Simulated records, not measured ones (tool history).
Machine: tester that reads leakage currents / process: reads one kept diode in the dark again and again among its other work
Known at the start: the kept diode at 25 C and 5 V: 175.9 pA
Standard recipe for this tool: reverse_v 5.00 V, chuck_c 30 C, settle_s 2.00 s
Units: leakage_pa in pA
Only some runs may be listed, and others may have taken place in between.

run,day,reverse_v,chuck_c,settle_s,leakage_pa
1,0.000,5.00,30,2.00,269.35
2,1.554,1.68,30,2.00,170.53
3,2.788,1.68,30,2.00,170.40
4,4.350,1.68,30,2.00,170.39
5,5.762,1.68,30,2.00,171.52
6,7.075,1.68,30,2.00,170.60
7,8.425,3.58,30,0.90,235.94
8,9.429,5.00,31,0.48,293.94
# day 9.929: probe card cleaned and baked
9,11.092,1.49,58,9.99,1052.13
10,12.308,5.00,30,1.69,262.23
11,13.792,3.64,30,1.67,231.09

Below, some changes in leakage_pa between adjacent runs. For each, the amount present without the hidden state too (settings, incoming material, random variation) and the amount remaining for the hidden state with gauge scatter not shared by both compared results:
Hidden conditions of the tool in this case: stray current of the dirty probe card, pA a volt; current scale over the true one, %; true chuck temperature over the reading, C; drift of the gauge itself on leakage_pa, %.
Run 9 -> 10: reverse_v 1.49 -> 5.00, chuck_c 58 -> 30, settle_s 9.99 -> 1.69. leakage_pa -789.90 pA: hidden state -14.50, all else -775.40.
